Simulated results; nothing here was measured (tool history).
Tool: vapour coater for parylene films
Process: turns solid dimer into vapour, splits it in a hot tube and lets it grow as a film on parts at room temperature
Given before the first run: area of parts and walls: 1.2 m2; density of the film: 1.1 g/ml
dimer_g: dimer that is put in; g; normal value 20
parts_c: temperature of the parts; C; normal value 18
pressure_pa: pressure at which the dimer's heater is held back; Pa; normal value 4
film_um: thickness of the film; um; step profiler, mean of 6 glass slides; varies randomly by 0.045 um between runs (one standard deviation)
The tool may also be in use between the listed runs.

run 1 hour=0 | dimer_g=20 parts_c=18 pressure_pa=4 | film_um=9.76
run 2 hour=24.1 | dimer_g=20 parts_c=10 pressure_pa=4 | film_um=14.42
run 3 hour=45.7 | dimer_g=20 parts_c=18 pressure_pa=8.04 | film_um=9.17
run 4 hour=67.8 | dimer_g=20 parts_c=18 pressure_pa=5.64 | film_um=9.5
run 5 hour=84.9 | dimer_g=20 parts_c=18 pressure_pa=5.64 | film_um=9.49
run 6 hour=110.7 | dimer_g=20 parts_c=18 pressure_pa=5.64 | film_um=9.52
run 7 hour=131.7 | dimer_g=20 parts_c=18 pressure_pa=5.64 | film_um=9.56
-- hour=154.2 trap's valve overhauled
run 8 hour=172 | dimer_g=20 parts_c=18 pressure_pa=5.64 | film_um=9.55
run 9 hour=204.1 | dimer_g=20 parts_c=18 pressure_pa=5.64 | film_um=9.58
run 10 hour=230.9 | dimer_g=20 parts_c=10 pressure_pa=4 | film_um=14.45
run 11 hour=253.2 | dimer_g=20 parts_c=10 pressure_pa=4 | film_um=14.71
run 12 hour=290.4 | dimer_g=20 parts_c=10 pressure_pa=4 | film_um=14.68
run 13 hour=323 | dimer_g=20 parts_c=14 pressure_pa=4 | film_um=12.08
run 14 hour=341.5 | dimer_g=20 parts_c=14 pressure_pa=4 | film_um=12.06
run 15 hour=357.9 | dimer_g=20 parts_c=18 pressure_pa=4 | film_um=10.02
run 16 hour=397.8 | dimer_g=20 parts_c=11 pressure_pa=4 | film_um=14.05
-- hour=409.5 gauge calibrated
run 17 hour=420.7 | dimer_g=20 parts_c=18 pressure_pa=2.83 | film_um=10.14
run 18 hour=458.1 | dimer_g=14 parts_c=18 pressure_pa=4.81 | film_um=6.77
run 19 hour=481.5 | dimer_g=14 parts_c=18 pressure_pa=4.81 | film_um=6.78
run 20 hour=521.5 | dimer_g=14 parts_c=18 pressure_pa=4.81 | film_um=6.72
run 21 hour=553.2 | dimer_g=10 parts_c=18 pressure_pa=2.44 | film_um=5.14
run 22 hour=573 | dimer_g=10 parts_c=18 pressure_pa=2.44 | film_um=5.2
run 23 hour=598.1 | dimer_g=20 parts_c=26 pressure_pa=10.31 | film_um=6.15
run 24 hour=637.8 | dimer_g=9 parts_c=20 pressure_pa=10.31 | film_um=3.76
run 25 hour=669.3 | dimer_g=9 parts_c=20 pressure_pa=5.15 | film_um=3.93
run 26 hour=701.1 | dimer_g=20 parts_c=13 pressure_pa=4 | film_um=12.63
run 27 hour=731.7 | dimer_g=20 parts_c=13 pressure_pa=4 | film_um=12.65
run 28 hour=770 | dimer_g=20 parts_c=11 pressure_pa=9.53 | film_um=12.93
run 29 hour=795.2 | dimer_g=16 parts_c=13 pressure_pa=4 | film_um=10.17
run 30 hour=811.8 | dimer_g=28 parts_c=12 pressure_pa=2.06 | film_um=19.93
run 31 hour=840.4 | dimer_g=25 parts_c=26 pressure_pa=2.06 | film_um=9.08

Results for each run, recomputed without the tool's hidden state and with each run's random variation untouched:
The hidden state here: vapour lost through the trap's worn valve, %; true temperature of the parts over the reading, C; drift of the gauge itself on film_um, %.
run=1 film_um=9.77
run=2 film_um=14.42
run=3 film_um=9.16
run=4 film_um=9.47
run=5 film_um=9.45
run=6 film_um=9.47
run=7 film_um=9.49
run=8 film_um=9.44
run=9 film_um=9.45
run=10 film_um=14.23
run=11 film_um=14.46
run=12 film_um=14.4
run=13 film_um=11.82
run=14 film_um=11.79
run=15 film_um=9.78
run=16 film_um=13.69
run=17 film_um=10.14
run=18 film_um=6.75
run=19 film_um=6.75
run=20 film_um=6.67
run=21 film_um=5.1
run=22 film_um=5.15
run=23 film_um=6.08
run=24 film_um=3.7
run=25 film_um=3.87
run=26 film_um=12.39
run=27 film_um=12.39
run=28 film_um=12.63
run=29 film_um=9.92
run=30 film_um=19.42
run=31 film_um=8.83
